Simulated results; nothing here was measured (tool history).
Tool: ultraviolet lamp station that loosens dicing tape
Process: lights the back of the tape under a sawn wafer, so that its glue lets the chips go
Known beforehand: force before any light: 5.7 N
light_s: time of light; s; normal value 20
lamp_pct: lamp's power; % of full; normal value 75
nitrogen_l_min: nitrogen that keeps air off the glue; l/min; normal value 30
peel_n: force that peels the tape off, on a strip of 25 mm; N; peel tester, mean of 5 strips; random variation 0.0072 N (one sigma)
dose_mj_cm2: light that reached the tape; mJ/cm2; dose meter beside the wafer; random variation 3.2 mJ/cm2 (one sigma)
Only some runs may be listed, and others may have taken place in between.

Run 1, day 0.000: usual settings. Result: peel_n 0.543 N, dose_mj_cm2 366 mJ/cm2.
Run 2, day 1.854: usual settings. Result: peel_n 0.573 N, dose_mj_cm2 356 mJ/cm2.
Run 3, day 3.500: usual settings but nitrogen_l_min 53 l/min. Result: peel_n 0.446 N, dose_mj_cm2 354 mJ/cm2.
Run 4, day 5.550: usual settings but light_s 24 s, nitrogen_l_min 53 l/min. Result: peel_n 0.293 N, dose_mj_cm2 416 mJ/cm2.
Run 5, day 7.396: usual settings but nitrogen_l_min 36 l/min. Result: peel_n 0.588 N, dose_mj_cm2 340 mJ/cm2.
Run 6, day 8.950: usual settings. Result: peel_n 0.637 N, dose_mj_cm2 326 mJ/cm2.
Run 7, day 9.854: usual settings. Result: peel_n 0.684 N, dose_mj_cm2 335 mJ/cm2.
Run 8, day 11.871: usual settings. Result: peel_n 0.704 N, dose_mj_cm2 323 mJ/cm2.
Run 9, day 12.875: usual settings. Result: peel_n 0.733 N, dose_mj_cm2 322 mJ/cm2.
Run 10, day 14.175: usual settings but nitrogen_l_min 36 l/min. Result: peel_n 0.667 N, dose_mj_cm2 316 mJ/cm2.
Run 11, day 15.308: usual settings but nitrogen_l_min 36 l/min. Result: peel_n 0.661 N, dose_mj_cm2 313 mJ/cm2.
Run 12, day 16.588: usual settings but nitrogen_l_min 36 l/min. Result: peel_n 0.697 N, dose_mj_cm2 311 mJ/cm2.
Run 13, day 17.692: usual settings but nitrogen_l_min 36 l/min. Result: peel_n 0.710 N, dose_mj_cm2 306 mJ/cm2.
At day 18.271: window cleaned of glue's vapour.
Run 14, day 19.704: usual settings but nitrogen_l_min 36 l/min. Result: peel_n 0.548 N, dose_mj_cm2 345 mJ/cm2.
Run 15, day 21.688: usual settings but nitrogen_l_min 36 l/min. Result: peel_n 0.564 N, dose_mj_cm2 334 mJ/cm2.
Run 16, day 23.021: usual settings but lamp_pct 81 % of full, nitrogen_l_min 36 l/min. Result: peel_n 0.505 N, dose_mj_cm2 361 mJ/cm2.
Run 17, day 24.246: usual settings but lamp_pct 81 % of full, nitrogen_l_min 17 l/min. Result: peel_n 0.815 N, dose_mj_cm2 358 mJ/cm2.
Run 18, day 26.158: usual settings but lamp_pct 73 % of full. Result: peel_n 0.715 N, dose_mj_cm2 321 mJ/cm2.
Run 19, day 28.021: usual settings but lamp_pct 73 % of full. Result: peel_n 0.762 N, dose_mj_cm2 313 mJ/cm2.
Run 20, day 29.500: usual settings but lamp_pct 73 % of full. Result: peel_n 0.759 N, dose_mj_cm2 307 mJ/cm2.
Run 21, day 31.021: usual settings but light_s 26 s. Result: peel_n 0.431 N, dose_mj_cm2 402 mJ/cm2.
Run 22, day 32.104: usual settings but light_s 26 s. Result: peel_n 0.447 N, dose_mj_cm2 399 mJ/cm2.
Run 23, day 33.292: usual settings but light_s 39 s, lamp_pct 82 % of full, nitrogen_l_min 15 l/min. Result: peel_n 0.252 N, dose_mj_cm2 646 mJ/cm2.
Run 24, day 35.196: usual settings but light_s 39 s, lamp_pct 82 % of full, nitrogen_l_min 15 l/min. Result: peel_n 0.268 N, dose_mj_cm2 623 mJ/cm2.
Run 25, day 37.333: usual settings but light_s 17 s, lamp_pct 62 % of full, nitrogen_l_min 15 l/min. Result: peel_n 1.940 N, dose_mj_cm2 206 mJ/cm2.
Run 26, day 39.242: usual settings but light_s 17 s, lamp_pct 62 % of full, nitrogen_l_min 15 l/min. Result: peel_n 1.831 N, dose_mj_cm2 203 mJ/cm2.
Run 27, day 40.238: usual settings but light_s 16 s, lamp_pct 96 % of full, nitrogen_l_min 22 l/min. Result: peel_n 1.007 N, dose_mj_cm2 287 mJ/cm2.
At day 41.592: lamp changed.
Run 28, day 42.258: usual settings but light_s 16 s, lamp_pct 71 % of full, nitrogen_l_min 22 l/min. Result: peel_n 0.712 N, dose_mj_cm2 348 mJ/cm2.
Run 29, day 44.104: usual settings but light_s 16 s, lamp_pct 71 % of full, nitrogen_l_min 22 l/min. Result: peel_n 0.700 N, dose_mj_cm2 345 mJ/cm2.
Run 30, day 45.354: usual settings but light_s 39 s, lamp_pct 62 % of full, nitrogen_l_min 44 l/min. Result: peel_n 0.117 N, dose_mj_cm2 731 mJ/cm2.
Run 31, day 46.721: usual settings but light_s 15 s, lamp_pct 97 % of full, nitrogen_l_min 14 l/min. Result: peel_n 0.637 N, dose_mj_cm2 429 mJ/cm2.
Run 32, day 47.704: usual settings but light_s 28 s, lamp_pct 73 % of full, nitrogen_l_min 55 l/min. Result: peel_n 0.138 N, dose_mj_cm2 603 mJ/cm2.
Run 33, day 49.708: usual settings but light_s 23 s, lamp_pct 73 % of full, nitrogen_l_min 55 l/min. Result: peel_n 0.203 N, dose_mj_cm2 488 mJ/cm2.
Run 34, day 50.671: usual settings but light_s 12 s, lamp_pct 76 % of full, nitrogen_l_min 52 l/min. Result: peel_n 0.790 N, dose_mj_cm2 256 mJ/cm2.
Run 35, day 51.888: usual settings but light_s 31 s. Result: peel_n 0.161 N, dose_mj_cm2 667 mJ/cm2.
Run 36, day 52.771: usual settings but light_s 14 s, nitrogen_l_min 10 l/min. Result: peel_n 1.419 N, dose_mj_cm2 299 mJ/cm2.
Run 37, day 54.783: usual settings but light_s 19 s, lamp_pct 80 % of full. Result: peel_n 0.400 N, dose_mj_cm2 419 mJ/cm2.
Run 38, day 56.883: usual settings but light_s 19 s, lamp_pct 80 % of full. Result: peel_n 0.409 N, dose_mj_cm2 416 mJ/cm2.
At day 57.996: window cleaned of glue's vapour.
Run 39, day 58.950: usual settings but light_s 19 s, lamp_pct 80 % of full. Result: peel_n 0.310 N, dose_mj_cm2 469 mJ/cm2.
Run 40, day 60.871: usual settings but light_s 13 s, lamp_pct 80 % of full, nitrogen_l_min 22 l/min. Result: peel_n 0.859 N, dose_mj_cm2 315 mJ/cm2.
Run 41, day 61.900: usual settings but light_s 13 s, lamp_pct 80 % of full. Result: peel_n 0.727 N, dose_mj_cm2 316 mJ/cm2.
Run 42, day 62.946: usual settings but light_s 13 s, lamp_pct 63 % of full. Result: peel_n 1.102 N, dose_mj_cm2 246 mJ/cm2.

5 ways to go on from here, each from the tool as it stands after run 42. What would each give?
Run A, day 63.912: usual settings but light_s 10 s, lamp_pct 88 % of full, nitrogen_l_min 14 l/min. Result: peel_n ?, dose_mj_cm2 ?.
Run B, day 63.912: usual settings but light_s 13 s, lamp_pct 64 % of full. Result: peel_n ?, dose_mj_cm2 ?.
Run C, day 63.912: usual settings but light_s 17 s, lamp_pct 92 % of full, nitrogen_l_min 34 l/min. Result: peel_n ?, dose_mj_cm2 ?.
Run D, day 63.912: usual settings but nitrogen_l_min 16 l/min. Result: peel_n ?, dose_mj_cm2 ?.
Run E, day 63.912: usual settings but light_s 25 s, lamp_pct 63 % of full, nitrogen_l_min 50 l/min. Result: peel_n ?, dose_mj_cm2 ?.

run  peel_n  dose_mj_cm2
  A   1.422          261
  B   1.107          244
  C   0.312          464
  D   0.533          441
  E   0.232          470
Without the tool's hidden state the same runs would have given:
run  peel_n  dose_mj_cm2
  A   1.174          299
  B   0.885          280
  C   0.232          532
  D   0.396          505
  E   0.173          539

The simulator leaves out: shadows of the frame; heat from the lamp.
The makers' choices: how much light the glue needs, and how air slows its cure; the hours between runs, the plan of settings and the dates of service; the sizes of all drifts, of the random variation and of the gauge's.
